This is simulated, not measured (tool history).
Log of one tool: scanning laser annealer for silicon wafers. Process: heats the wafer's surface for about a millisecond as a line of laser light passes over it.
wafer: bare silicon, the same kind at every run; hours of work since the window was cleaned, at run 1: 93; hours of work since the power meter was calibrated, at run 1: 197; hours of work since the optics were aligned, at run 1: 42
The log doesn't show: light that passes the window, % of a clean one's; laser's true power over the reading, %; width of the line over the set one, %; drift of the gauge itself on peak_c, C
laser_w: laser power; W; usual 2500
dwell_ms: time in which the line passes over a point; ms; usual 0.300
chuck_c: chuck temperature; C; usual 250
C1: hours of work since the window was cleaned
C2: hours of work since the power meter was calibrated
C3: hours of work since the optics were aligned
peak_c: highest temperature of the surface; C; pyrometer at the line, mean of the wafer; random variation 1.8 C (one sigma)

{"run": 1, "hour": 0.0, "laser_w": 2500, "dwell_ms": 0.3, "chuck_c": 250, "C1": 93, "C2": 197, "C3": 42, "peak_c": 945}
{"run": 2, "hour": 7.1, "laser_w": 2500, "dwell_ms": 0.3, "chuck_c": 250, "C1": 98, "C2": 202, "C3": 47, "peak_c": 944}
{"run": 3, "hour": 16.3, "laser_w": 2203, "dwell_ms": 0.3, "chuck_c": 250, "C1": 103, "C2": 207, "C3": 52, "peak_c": 855}
{"run": 4, "hour": 25.7, "laser_w": 2203, "dwell_ms": 0.3, "chuck_c": 250, "C1": 109, "C2": 213, "C3": 58, "peak_c": 847}
{"run": 5, "hour": 32.5, "laser_w": 2203, "dwell_ms": 0.361, "chuck_c": 250, "C1": 113, "C2": 217, "C3": 62, "peak_c": 906}
{"run": 6, "hour": 41.0, "laser_w": 2203, "dwell_ms": 0.3, "chuck_c": 250, "C1": 118, "C2": 222, "C3": 67, "peak_c": 853}
{"run": 7, "hour": 46.1, "laser_w": 2203, "dwell_ms": 0.3, "chuck_c": 250, "C1": 121, "C2": 225, "C3": 70, "peak_c": 850}
{"run": 8, "hour": 52.8, "laser_w": 2490, "dwell_ms": 0.295, "chuck_c": 226, "C1": 125, "C2": 229, "C3": 74, "peak_c": 913}
{"run": 9, "hour": 61.6, "laser_w": 2490, "dwell_ms": 0.295, "chuck_c": 226, "C1": 131, "C2": 235, "C3": 80, "peak_c": 909}
{"run": 10, "hour": 71.2, "laser_w": 2490, "dwell_ms": 0.295, "chuck_c": 226, "C1": 136, "C2": 240, "C3": 85, "peak_c": 912}
{"run": 11, "hour": 79.1, "laser_w": 2454, "dwell_ms": 0.332, "chuck_c": 226, "C1": 141, "C2": 245, "C3": 90, "peak_c": 939}
{"run": 12, "hour": 84.1, "laser_w": 2454, "dwell_ms": 0.332, "chuck_c": 226, "C1": 144, "C2": 248, "C3": 93, "peak_c": 938}
{"run": 13, "hour": 89.6, "laser_w": 2516, "dwell_ms": 0.213, "chuck_c": 238, "C1": 147, "C2": 251, "C3": 97, "peak_c": 830}
{"run": 14, "hour": 95.0, "laser_w": 2500, "dwell_ms": 0.3, "chuck_c": 228, "C1": 151, "C2": 255, "C3": 100, "peak_c": 923}

3 ways to go on from here, each from the tool as it stands after run 14. What would each give?
{"run": "A", "hour": 100.0, "laser_w": 2592, "dwell_ms": 0.3, "chuck_c": 276, "C1": 154, "C2": 258, "C3": 103, "peak_c": "?"}
{"run": "B", "hour": 100.0, "laser_w": 2738, "dwell_ms": 0.377, "chuck_c": 283, "C1": 154, "C2": 258, "C3": 103, "peak_c": "?"}
{"run": "C", "hour": 100.0, "laser_w": 2382, "dwell_ms": 0.212, "chuck_c": 228, "C1": 154, "C2": 258, "C3": 103, "peak_c": "?"}

run=A peak_c=1002
run=B peak_c=1138
run=C peak_c=782
Without the tool's hidden state the same runs would have given:
run=A peak_c=1009
run=B peak_c=1147
run=C peak_c=787
